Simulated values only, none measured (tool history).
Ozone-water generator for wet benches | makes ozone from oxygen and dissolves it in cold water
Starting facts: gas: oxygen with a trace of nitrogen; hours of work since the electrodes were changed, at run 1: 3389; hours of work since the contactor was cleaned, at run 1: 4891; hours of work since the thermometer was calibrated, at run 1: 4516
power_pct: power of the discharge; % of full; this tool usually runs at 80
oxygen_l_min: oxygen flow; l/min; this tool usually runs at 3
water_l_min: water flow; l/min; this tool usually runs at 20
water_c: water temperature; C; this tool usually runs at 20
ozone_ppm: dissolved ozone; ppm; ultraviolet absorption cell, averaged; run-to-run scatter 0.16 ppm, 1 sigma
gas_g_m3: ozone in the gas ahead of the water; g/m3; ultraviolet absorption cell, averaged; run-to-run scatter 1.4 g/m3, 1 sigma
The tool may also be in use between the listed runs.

run	hour	power_pct	oxygen_l_min	water_l_min	water_c	hours of work since the electrodes were changed	hours of work since the contactor was cleaned	hours of work since the thermometer was calibrated	ozone_ppm	gas_g_m3
1	0	80	3	20	20	3389	4891	4516	20.6	252.2
2	148	80	3	20	20	3517	5020	4644	20.7	251.9
3	240.3	80	3.5	20	20	3597	5100	4724	20.8	229.1
4	332.4	80	3.5	20	20	3677	5180	4804	20.7	227.6
# hour 422.5: water thermometer calibrated
5	486	80	2.21	20	20	3810	5313	55	20.1	303.5
6	591.1	80	2.21	20	20	3901	5404	146	20	301.7
7	670.7	52	3	20	20	3970	5473	215	13.7	168.9
8	794.1	52	2.79	20	20	4077	5580	322	13.7	175.5
9	914.8	52	2.79	20	20	4182	5685	427	14	175.5
10	1054.6	80	3	20	20	4303	5806	548	20.4	250.2
11	1211.7	80	3	20	26	4440	5942	685	19.2	249.2
12	1352	80	5.28	12	20	4561	6064	806	28.3	174.3
13	1460.6	80	4.34	27	24	4656	6158	901	15.4	198.1
14	1539.2	80	4.34	27	24	4724	6226	969	15.5	196.9
15	1677.2	80	4.34	27	24	4844	6346	1089	15.6	196.7
16	1792.4	80	4.34	27	24	4943	6446	1188	15.5	196.3
17	1860.3	80	4.34	27	24	5002	6505	1247	15.3	196.1
18	1986.1	47	1.73	20	22	5112	6614	1357	11.6	213.9
19	2085.3	47	1.73	20	22	5198	6700	1443	11.6	212.1
20	2247	47	5.15	20	22	5338	6840	1583	12.3	108.7
21	2340.7	47	3.52	27	22	5419	6922	1664	9.7	136.1
22	2475	88	2.52	20	20	5536	7038	1781	22.1	296.5

4 options for the next run, each taken on its own from the tool as it stands now. Forecast them:
# hour 2565.8: contactor cleaned
A	2628.7	87	2.23	19	20	5666	55	1911	?	?
# hour 2565.8: contactor cleaned
B	2628.7	48	3	16	25	5666	55	1911	?	?
# hour 2565.8: contactor cleaned
C	2628.7	80	1.65	20	16	5666	55	1911	?	?
# hour 2565.8: contactor cleaned
D	2628.7	80	3	20	17	5666	55	1911	?	?

run	ozone_ppm	gas_g_m3
A	22.6	318.5
B	14.6	154
C	20	354.4
D	21.4	246.5
Take away the tool's hidden state, keep each run's random variation, and the runs would have read:
run	ozone_ppm	gas_g_m3
A	22.7	326.5
B	14.6	157.7
C	20	363.2
D	21.4	252.6
